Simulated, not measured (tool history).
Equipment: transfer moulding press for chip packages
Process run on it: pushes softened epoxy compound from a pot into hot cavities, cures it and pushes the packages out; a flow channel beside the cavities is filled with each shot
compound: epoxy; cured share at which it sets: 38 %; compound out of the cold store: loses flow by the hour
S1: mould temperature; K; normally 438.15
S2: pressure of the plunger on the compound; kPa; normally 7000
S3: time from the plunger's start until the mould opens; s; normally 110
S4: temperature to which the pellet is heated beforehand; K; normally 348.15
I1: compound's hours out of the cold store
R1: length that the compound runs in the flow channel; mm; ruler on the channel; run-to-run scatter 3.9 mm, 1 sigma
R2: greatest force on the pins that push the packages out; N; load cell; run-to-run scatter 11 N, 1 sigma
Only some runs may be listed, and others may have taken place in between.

Run 1, hour 0.0: usual settings; I1 36.3. Result: R1 821 mm, R2 752 N.
Run 2, hour 52.4: usual settings but S3 109 s; I1 13.2. Result: R1 941 mm, R2 883 N.
At hour 57.9: cavities cleaned with cleaning compound and waxed.
Run 3, hour 104.2: usual settings but S3 109 s; I1 20.1. Result: R1 899 mm, R2 670 N.
At hour 144.5: mould's thermocouples calibrated.
Run 4, hour 146.6: usual settings; I1 32.7. Result: R1 837 mm, R2 788 N.
Run 5, hour 200.1: usual settings; I1 42.7. Result: R1 781 mm, R2 841 N.
At hour 204.5: cavities cleaned with cleaning compound and waxed.
Run 6, hour 249.1: usual settings; I1 29.4. Result: R1 843 mm, R2 683 N.
Run 7, hour 308.7: usual settings; I1 38.0. Result: R1 799 mm, R2 854 N.
At hour 355.0: cavities cleaned with cleaning compound and waxed.
Run 8, hour 355.9: usual settings; I1 41.1. Result: R1 780 mm, R2 485 N.
Run 9, hour 420.9: usual settings; I1 37.4. Result: R1 796 mm, R2 760 N.
Run 10, hour 450.6: usual settings but S2 5900 kPa; I1 13.7. Result: R1 850 mm, R2 857 N.
At hour 502.9: cavities cleaned with cleaning compound and waxed.
Run 11, hour 504.4: usual settings but S2 5900 kPa; I1 28.3. Result: R1 774 mm, R2 493 N.
Run 12, hour 560.1: usual settings but S3 146 s; I1 35.6. Result: R1 803 mm, R2 653 N.
Run 13, hour 601.9: usual settings but S3 146 s; I1 16.0. Result: R1 896 mm, R2 719 N.
At hour 649.5: cavities cleaned with cleaning compound and waxed.
Run 14, hour 668.9: usual settings but S3 146 s; I1 23.5. Result: R1 858 mm, R2 527 N.
Run 15, hour 705.5: usual settings but S1 440.15 K, S2 5590 kPa; I1 14.7. Result: R1 801 mm, R2 728 N.
Run 16, hour 738.3: usual settings but S1 440.15 K, S2 5590 kPa; I1 45.9. Result: R1 661 mm, R2 781 N.
Run 17, hour 791.4: usual settings but S1 433.15 K, S2 5590 kPa, S3 147 s, S4 356.15 K; I1 33.0. Result: R1 722 mm, R2 795 N.
At hour 798.8: cavities cleaned with cleaning compound and waxed.
At hour 806.1: plunger's sealing rings changed.
At hour 811.9: mould's thermocouples calibrated.
Run 18, hour 846.9: usual settings but S1 433.15 K, S2 5590 kPa, S3 105 s, S4 353.15 K; I1 40.5. Result: R1 729 mm, R2 935 N.

Predict each of these 5 candidate next runs independently; none follows another, all start after run 18:
Run A, hour 880.4: usual settings but S1 445.15 K, S2 5590 kPa, S3 105 s, S4 353.15 K; I1 14.3. Result: R1 ?, R2 ?.
Run B, hour 880.4: usual settings but S1 441.15 K, S2 5590 kPa, S3 105 s, S4 341.15 K; I1 33.3. Result: R1 ?, R2 ?.
Run C, hour 880.4: usual settings but S1 439.15 K; I1 37.2. Result: R1 ?, R2 ?.
Run D, hour 880.4: usual settings but S1 432.15 K, S3 112 s, S4 341.15 K; I1 18.2. Result: R1 ?, R2 ?.
Run E, hour 880.4: usual settings but S1 433.15 K, S2 8220 kPa, S3 106 s, S4 353.15 K; I1 17.2. Result: R1 ?, R2 ?.

run    R1    R2
  A   817   716
  B   736   734
  C   812   773
  D   936  1089
  E  1021  1135
Had the tool no hidden state, the same runs would have come out as:
run    R1   R2
  A   822  445
  B   740  453
  C   817  480
  D   941  673
  E  1027  703
